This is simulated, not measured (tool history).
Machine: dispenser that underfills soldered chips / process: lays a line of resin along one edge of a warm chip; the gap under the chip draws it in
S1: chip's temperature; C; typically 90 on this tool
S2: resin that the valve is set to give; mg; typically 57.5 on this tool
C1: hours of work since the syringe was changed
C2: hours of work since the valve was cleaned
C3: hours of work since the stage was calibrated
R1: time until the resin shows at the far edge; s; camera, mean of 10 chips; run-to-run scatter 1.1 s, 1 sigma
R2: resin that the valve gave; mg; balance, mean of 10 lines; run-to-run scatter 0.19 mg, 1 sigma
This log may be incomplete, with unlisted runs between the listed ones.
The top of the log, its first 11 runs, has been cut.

run	hour	S1	S2	C1	C2	C3	R1	R2
12	35.4	82	57.5	10	22	63	310.4	56.41
# hour 37: new syringe of resin
13	39.9	82	57.5	2	25	66	175.7	56.41
14	43	82	57.5	4	27	68	201.1	56.2
15	45.4	90	57.5	6	29	70	167.7	56.33
16	47.4	102	57.5	8	30	71	113.6	56.36
17	49.5	102	57.5	9	32	73	128	55.89
18	52	102	57.5	11	34	75	143.2	56.09
# hour 52.8: new syringe of resin
19	54.8	94	53.7	2	35	76	106.4	52.41
20	58.9	85	53.7	4	38	79	188.3	52.24
21	62.9	85	53.7	7	41	82	228	51.9
22	66.7	101	51.7	10	44	85	143.5	49.79
# hour 68.9: new syringe of resin
23	70.2	98	69.3	1	46	87	84.5	66.91
24	74.1	98	69.5	4	49	90	102.8	67.16
25	78.3	97	63.6	7	52	93	133	61.56
26	81.8	97	63.6	9	55	96	156.9	60.72
# hour 84.7: new syringe of resin
27	86.7	97	63.6	1	58	99	88.6	60.69
28	89.7	97	63.6	4	60	101	102.6	60.79
# hour 92.5: dispensing valve cleaned and set on the balance
29	94.4	94	74.4	6	1	104	139	74.19
30	96.6	94	74.4	8	3	106	155.3	74.27
31	99.1	94	50.7	10	5	107	179.8	50.52
# hour 101.6: new syringe of resin
32	103.2	99	62.5	1	8	110	79.7	61.98
33	106.9	76	73.5	4	10	113	246.8	72.83
34	109.9	76	73.5	6	12	115	280.4	72.91
35	112.8	76	73.5	8	14	117	324.1	72.55

Predict each of these 3 candidate next runs independently; none follows another, all start after run 35:
A	115.1	87	64.1	10	16	119	?	?
B	115.1	99	55.1	10	16	119	?	?
C	115.1	76	50.3	10	16	119	?	?

run	R1	R2
A	236.7	63.39
B	145.3	54.47
C	381.5	49.67
Take away the tool's hidden state, keep each run's random variation, and the runs would have read:
run	R1	R2
A	127	64.08
B	77.8	55.06
C	204.7	50.21

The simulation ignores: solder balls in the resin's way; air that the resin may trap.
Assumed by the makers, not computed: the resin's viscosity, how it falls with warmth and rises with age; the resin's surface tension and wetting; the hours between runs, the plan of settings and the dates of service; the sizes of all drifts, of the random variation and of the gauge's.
